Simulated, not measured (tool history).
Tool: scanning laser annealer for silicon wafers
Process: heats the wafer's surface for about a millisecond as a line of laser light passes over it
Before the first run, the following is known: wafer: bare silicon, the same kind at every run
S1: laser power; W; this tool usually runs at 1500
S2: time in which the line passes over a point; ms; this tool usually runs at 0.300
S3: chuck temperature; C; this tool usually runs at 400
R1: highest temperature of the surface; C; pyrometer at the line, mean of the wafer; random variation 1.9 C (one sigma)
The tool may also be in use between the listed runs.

run   hour    S1     S2   S3    R1
  1    0.0  1500  0.300  400  1213
  2   22.0  1500  0.300  400  1214
  3   49.1  1500  0.278  400  1179
  4   64.6  1500  0.278  400  1178
  5   76.1  1500  0.300  400  1210
  6  103.7  1500  0.300  400  1211
  7  116.4  1500  0.300  400  1212
  8  129.4  1500  0.300  400  1209
  9  154.0  1500  0.300  400  1208
 10  180.4  1500  0.300  400  1210
 11  194.8  1500  0.300  400  1204
 12  214.8  1500  0.300  400  1205
 13  233.4  1500  0.300  400  1203
 14  258.0  1500  0.228  400  1087
 15  273.0  1500  0.228  400  1087
 16  288.0  1500  0.228  400  1089
 17  304.6  1500  0.228  400  1086
 18  324.1  1466  0.300  400  1180
 19  335.6  1466  0.300  400  1176
 20  347.0  1466  0.300  400  1176
 21  358.1  1501  0.361  383  1271
 22  383.6  1501  0.361  383  1270
 23  404.3  1373  0.300  420  1133
 24  418.3  1373  0.300  420  1128
 25  440.5  1322  0.300  407  1078
 26  458.9  1591  0.293  407  1261
 27  474.8  1332  0.300  400  1081
 28  489.0  1332  0.300  400  1080

Expected results for the next run?
 29  506.3  1511  0.297  402   ?

{"run 29": {"R1": 1198}}
The same run, on a tool lacking any hidden state, would have yielded R1 1220 C.

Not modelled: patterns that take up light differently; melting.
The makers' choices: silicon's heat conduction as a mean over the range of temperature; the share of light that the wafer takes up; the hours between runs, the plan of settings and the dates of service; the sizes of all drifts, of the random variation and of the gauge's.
